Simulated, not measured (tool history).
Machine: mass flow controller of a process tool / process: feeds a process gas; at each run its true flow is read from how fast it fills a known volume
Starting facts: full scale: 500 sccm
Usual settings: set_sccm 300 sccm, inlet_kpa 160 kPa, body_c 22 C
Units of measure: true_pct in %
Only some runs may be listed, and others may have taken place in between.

run 1 day=0.000 | set_sccm=300 inlet_kpa=160 body_c=22 | true_pct=99.82
run 2 day=4.029 | set_sccm=300 inlet_kpa=214 body_c=22 | true_pct=99.59
run 3 day=8.429 | set_sccm=300 inlet_kpa=206 body_c=22 | true_pct=99.48
run 4 day=12.996 | set_sccm=300 inlet_kpa=160 body_c=22 | true_pct=99.62
run 5 day=15.375 | set_sccm=413 inlet_kpa=160 body_c=22 | true_pct=99.87
run 6 day=19.742 | set_sccm=413 inlet_kpa=160 body_c=22 | true_pct=99.95
run 7 day=25.000 | set_sccm=413 inlet_kpa=160 body_c=22 | true_pct=99.71
run 8 day=29.829 | set_sccm=413 inlet_kpa=160 body_c=22 | true_pct=99.65
run 9 day=32.746 | set_sccm=413 inlet_kpa=160 body_c=22 | true_pct=99.81
run 10 day=35.042 | set_sccm=265 inlet_kpa=191 body_c=22 | true_pct=99.32
run 11 day=40.058 | set_sccm=117 inlet_kpa=199 body_c=22 | true_pct=98.87

Below are 5 alternative next runs, each starting from the tool's condition after run 11. Predict each:
run A day=42.800 | set_sccm=295 inlet_kpa=199 body_c=22 | true_pct=?
run B day=42.800 | set_sccm=300 inlet_kpa=169 body_c=34 | true_pct=?
run C day=42.800 | set_sccm=117 inlet_kpa=279 body_c=22 | true_pct=?
run D day=42.800 | set_sccm=374 inlet_kpa=199 body_c=22 | true_pct=?
run E day=42.800 | set_sccm=393 inlet_kpa=205 body_c=39 | true_pct=?

run=A true_pct=99.12
run=B true_pct=99.07
run=C true_pct=98.49
run=D true_pct=99.23
run=E true_pct=98.91
Stripped of hidden state, with their random variation kept, the same runs would have yielded:
run=A true_pct=99.52
run=B true_pct=99.48
run=C true_pct=98.90
run=D true_pct=99.64
run=E true_pct=99.31

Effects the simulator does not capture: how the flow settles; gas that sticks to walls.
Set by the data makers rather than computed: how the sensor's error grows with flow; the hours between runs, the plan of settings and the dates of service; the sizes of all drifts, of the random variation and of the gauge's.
